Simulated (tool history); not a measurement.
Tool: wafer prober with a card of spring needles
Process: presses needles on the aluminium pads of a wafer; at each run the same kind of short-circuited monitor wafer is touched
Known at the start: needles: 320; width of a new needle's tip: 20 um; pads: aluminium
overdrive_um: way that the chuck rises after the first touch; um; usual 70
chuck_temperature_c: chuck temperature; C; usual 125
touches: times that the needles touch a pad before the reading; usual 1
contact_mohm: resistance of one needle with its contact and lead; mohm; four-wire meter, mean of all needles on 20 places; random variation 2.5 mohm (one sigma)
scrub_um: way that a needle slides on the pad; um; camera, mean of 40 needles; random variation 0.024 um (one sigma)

run,hour,overdrive_um,chuck_temperature_c,touches,contact_mohm,scrub_um
1,0.0,70,125,1,288,17.13
# hour 7.1: tips cleaned on abrasive film
2,7.4,70,125,1,293,17.11
3,16.6,70,125,1,294,17.10
# hour 23.6: tips cleaned on abrasive film
4,30.9,70,125,1,291,17.11
# hour 39.4: tips cleaned on abrasive film
5,43.6,62,125,1,299,15.09
# hour 51.1: height of the first contact set anew
6,52.4,51,125,1,296,12.39
# hour 55.7: tips cleaned on abrasive film
7,66.2,51,125,1,299,12.34
# hour 71.4: tips cleaned on abrasive film
8,72.8,51,125,1,300,12.34
9,85.6,70,59,1,271,16.91
# hour 86.6: tips cleaned on abrasive film
10,95.4,70,66,1,274,16.91
# hour 102.2: tips cleaned on abrasive film
11,107.6,70,66,1,274,16.92
# hour 118.4: tips cleaned on abrasive film
12,121.8,70,66,1,271,16.87
# hour 134.3: tips cleaned on abrasive film
13,136.2,85,66,1,271,20.43
14,143.1,85,66,1,271,20.43
# hour 150.0: tips cleaned on abrasive film
15,152.5,85,66,1,269,20.36
16,163.7,89,125,1,287,21.32
# hour 166.2: tips cleaned on abrasive film
# hour 167.7: gauge calibrated
17,173.2,67,54,2,271,16.41
# hour 181.4: tips cleaned on abrasive film
18,184.7,65,46,1,271,15.85
19,192.2,58,34,1,270,14.20
# hour 197.2: tips cleaned on abrasive film
20,202.8,58,34,1,265,14.15
# hour 212.2: height of the first contact set anew
# hour 213.1: tips cleaned on abrasive film
21,215.9,64,74,3,272,15.59
22,227.8,71,106,1,287,17.25
# hour 229.0: tips cleaned on abrasive film
23,239.9,71,106,1,288,17.24
# hour 245.4: tips cleaned on abrasive film
24,252.3,71,106,1,289,17.22
# hour 261.7: tips cleaned on abrasive film
25,266.3,89,29,1,260,21.47
# hour 276.9: tips cleaned on abrasive film
26,282.8,64,76,1,275,15.43
27,291.7,62,38,1,271,14.93
# hour 293.2: tips cleaned on abrasive film
28,300.7,62,38,1,269,14.88
# hour 309.0: tips cleaned on abrasive film
29,312.4,54,54,2,274,12.97
# hour 324.2: tips cleaned on abrasive film
30,325.7,58,125,1,296,13.89
31,333.8,58,125,1,299,13.89
# hour 340.0: tips cleaned on abrasive film
32,343.3,66,90,1,285,15.78

3 ways to go on from here, each from the tool as it stands after run 32. What would each give?
A,352.6,66,90,2,?,?
B,352.6,70,125,2,?,?
C,352.6,75,90,1,?,?

run,contact_mohm,scrub_um
A,281,15.70
B,288,16.69
C,282,17.89
Without the tool's hidden state the same runs would have given:
run,contact_mohm,scrub_um
A,280,16.13
B,288,17.14
C,281,18.38

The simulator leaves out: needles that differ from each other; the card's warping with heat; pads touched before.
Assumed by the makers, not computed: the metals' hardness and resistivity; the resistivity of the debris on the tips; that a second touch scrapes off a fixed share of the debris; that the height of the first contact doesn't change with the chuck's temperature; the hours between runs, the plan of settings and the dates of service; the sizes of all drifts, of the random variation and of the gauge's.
